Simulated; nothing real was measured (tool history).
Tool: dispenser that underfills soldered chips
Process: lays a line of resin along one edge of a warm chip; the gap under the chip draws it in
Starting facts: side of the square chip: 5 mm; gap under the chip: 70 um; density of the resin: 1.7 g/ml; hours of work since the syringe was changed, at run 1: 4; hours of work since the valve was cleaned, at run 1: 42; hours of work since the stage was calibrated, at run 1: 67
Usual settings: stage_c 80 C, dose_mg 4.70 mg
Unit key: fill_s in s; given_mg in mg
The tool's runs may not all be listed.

run  hour  stage_c  dose_mg  hours of work since the syringe was changed  hours of work since the valve was cleaned  hours of work since the stage was calibrated  fill_s  given_mg
  1   0.0       80     4.70                                            4                                         42                                            67    19.3      4.59
  2   5.7       80     4.70                                            8                                         46                                            72    25.1      4.55
  3   8.6       80     5.85                                           11                                         48                                            74    28.1      5.62
      9.6  -- new syringe of resin
  4  15.2       80     4.24                                            4                                         53                                            79    21.2      4.03
  5  18.4       80     5.40                                            7                                         56                                            81    23.1      5.22
     24.6  -- new syringe of resin
  6  25.0       80     5.40                                            0                                         60                                            86    16.0      5.15
  7  29.5       80     5.40                                            4                                         64                                            89    18.9      5.20
  8  32.9       80     4.70                                            6                                         66                                            92    22.7      4.51
  9  37.3       80     4.70                                           10                                         70                                            95    27.8      4.56
     39.3  -- new syringe of resin
 10  40.4       80     4.70                                            1                                         72                                            97    15.3      4.44
 11  44.6       67     4.97                                            4                                         75                                           100    33.6      4.61
 12  50.9       86     4.38                                            9                                         80                                           105    20.7      4.15
     54.0  -- new syringe of resin
 13  55.8       89     5.78                                            1                                         83                                           109    12.3      5.40
 14  59.8       81     4.17                                            4                                         86                                           112    20.1      3.90
 15  63.3       78     5.56                                            7                                         89                                           114    26.2      5.17
     69.1  -- new syringe of resin
 16  69.5       87     6.08                                            0                                         93                                           119    11.8      5.62
 17  75.1       77     4.44                                            5                                         98                                           123    22.8      3.96
 18  79.8       77     5.98                                            8                                        101                                           127    28.1      5.52

Describe how what the log doesn't record of the tool's condition differs between the last listed run preceding each entry between runs and the first listed run following it.
Between runs 3 and 4: new syringe of resin (hour 9.6)
  resin's viscosity, % of fresh resin's: 190.7 -> 129.8; dose that the valve gives, % of what is set: 96.05 -> 95.65; true chip temperature over the reading, C: 0.33 -> 0.35
  what was measured, less what the result would be without the hidden state, fill_s: +13.4 -> +4.6 s; given_mg: -0.23 -> -0.19 mg
Between runs 5 and 6: new syringe of resin (hour 24.6)
  resin's viscosity, % of fresh resin's: 150.4 -> 102.4; dose that the valve gives, % of what is set: 95.46 -> 95.06; true chip temperature over the reading, C: 0.37 -> 0.39
  what was measured, less what the result would be without the hidden state, fill_s: +7.5 -> +0.2 s; given_mg: -0.24 -> -0.27 mg
Between runs 9 and 10: new syringe of resin (hour 39.3)
  resin's viscosity, % of fresh resin's: 181.4 -> 104.1; dose that the valve gives, % of what is set: 94.29 -> 94.11; true chip temperature over the reading, C: 0.45 -> 0.46
  what was measured, less what the result would be without the hidden state, fill_s: +12.3 -> +0.5 s; given_mg: -0.27 -> -0.28 mg
Between runs 12 and 13: new syringe of resin (hour 54.0)
  resin's viscosity, % of fresh resin's: 169.1 -> 110.9; dose that the valve gives, % of what is set: 93.45 -> 93.19; true chip temperature over the reading, C: 0.5 -> 0.52
  what was measured, less what the result would be without the hidden state, fill_s: +8.5 -> +1.0 s; given_mg: -0.29 -> -0.39 mg
Between runs 15 and 16: new syringe of resin (hour 69.1)
  resin's viscosity, % of fresh resin's: 157.3 -> 102.1; dose that the valve gives, % of what is set: 92.74 -> 92.39; true chip temperature over the reading, C: 0.55 -> 0.58
  what was measured, less what the result would be without the hidden state, fill_s: +9.3 -> +0.1 s; given_mg: -0.40 -> -0.46 mg
